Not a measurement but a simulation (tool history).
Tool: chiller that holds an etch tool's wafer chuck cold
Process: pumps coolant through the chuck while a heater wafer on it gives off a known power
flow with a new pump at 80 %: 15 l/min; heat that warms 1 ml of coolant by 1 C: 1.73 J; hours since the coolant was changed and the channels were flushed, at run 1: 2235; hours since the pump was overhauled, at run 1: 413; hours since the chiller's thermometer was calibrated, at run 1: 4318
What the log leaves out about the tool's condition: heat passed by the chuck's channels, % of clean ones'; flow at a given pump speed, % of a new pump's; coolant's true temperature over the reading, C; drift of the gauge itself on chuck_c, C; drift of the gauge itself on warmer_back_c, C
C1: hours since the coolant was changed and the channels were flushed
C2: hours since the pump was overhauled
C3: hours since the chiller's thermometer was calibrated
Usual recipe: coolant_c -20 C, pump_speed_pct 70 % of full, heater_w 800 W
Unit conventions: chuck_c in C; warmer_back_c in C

Run 1, hour 0.0: usual settings; C1 2235; C2 413; C3 4318. Result: chuck_c -13.2 C, warmer_back_c 2.12 C.
Run 2, hour 161.3: usual settings; C1 2397; C2 574; C3 4479. Result: chuck_c -12.9 C, warmer_back_c 2.13 C.
Run 3, hour 237.1: usual settings; C1 2472; C2 650; C3 4555. Result: chuck_c -13.2 C, warmer_back_c 2.18 C.
Run 4, hour 318.4: usual settings; C1 2554; C2 732; C3 4636. Result: chuck_c -13.1 C, warmer_back_c 2.17 C.
Run 5, hour 419.0: usual settings but heater_w 917 W; C1 2654; C2 832; C3 4737. Result: chuck_c -12.0 C, warmer_back_c 2.49 C.
Run 6, hour 564.9: usual settings but heater_w 917 W; C1 2800; C2 978; C3 4883. Result: chuck_c -12.1 C, warmer_back_c 2.47 C.
Run 7, hour 687.5: usual settings; C1 2923; C2 1101; C3 5005. Result: chuck_c -13.0 C, warmer_back_c 2.19 C.
Run 8, hour 840.5: usual settings; C1 3076; C2 1254; C3 5158. Result: chuck_c -13.0 C, warmer_back_c 2.26 C.
Run 9, hour 996.6: usual settings but coolant_c -13 C, pump_speed_pct 91 % of full, heater_w 837 W; C1 3232; C2 1410; C3 5315. Result: chuck_c -7.2 C, warmer_back_c 1.81 C.
Run 10, hour 1117.0: usual settings but coolant_c -13 C, pump_speed_pct 91 % of full, heater_w 837 W; C1 3352; C2 1530; C3 5435. Result: chuck_c -7.1 C, warmer_back_c 1.79 C.
Run 11, hour 1280.0: usual settings but coolant_c -13 C, pump_speed_pct 91 % of full, heater_w 837 W; C1 3515; C2 1693; C3 5598. Result: chuck_c -6.9 C, warmer_back_c 1.81 C.
Run 12, hour 1446.0: usual settings but pump_speed_pct 83 % of full; C1 3681; C2 1859; C3 5764. Result: chuck_c -13.8 C, warmer_back_c 1.83 C.
Run 13, hour 1607.6: usual settings but pump_speed_pct 83 % of full; C1 3843; C2 2021; C3 5926. Result: chuck_c -14.1 C, warmer_back_c 1.94 C.
At hour 1663.1: chiller's thermometer calibrated.
Run 14, hour 1688.7: usual settings but coolant_c -19 C, pump_speed_pct 67 % of full, heater_w 1128 W; C1 3923; C2 2101; C3 26. Result: chuck_c -9.0 C, warmer_back_c 3.31 C.

Consider 4 possible next runs. They are alternatives, not a sequence: every one starts from the tool as it was left by run 14. What does each give?
Run A, hour 1782.3: usual settings but coolant_c -15 C, heater_w 495 W; C1 4017; C2 2194; C3 119. Result: chuck_c ?, warmer_back_c ?.
Run B, hour 1782.3: usual settings but coolant_c -21 C, heater_w 493 W; C1 4017; C2 2194; C3 119. Result: chuck_c ?, warmer_back_c ?.
Run C, hour 1782.3: usual settings but coolant_c -26 C, pump_speed_pct 67 % of full, heater_w 1128 W; C1 4017; C2 2194; C3 119. Result: chuck_c ?, warmer_back_c ?.
Run D, hour 1782.3: usual settings but coolant_c -14 C, pump_speed_pct 78 % of full, heater_w 1128 W; C1 4017; C2 2194; C3 119. Result: chuck_c ?, warmer_back_c ?.

run  chuck_c  warmer_back_c
  A    -10.9           1.40
  B    -16.8           1.47
  C    -16.0           3.32
  D     -5.1           2.78
With no hidden state in the tool, these same runs would have given:
run  chuck_c  warmer_back_c
  A    -10.9           1.23
  B    -16.8           1.31
  C    -16.0           3.16
  D     -5.1           2.61
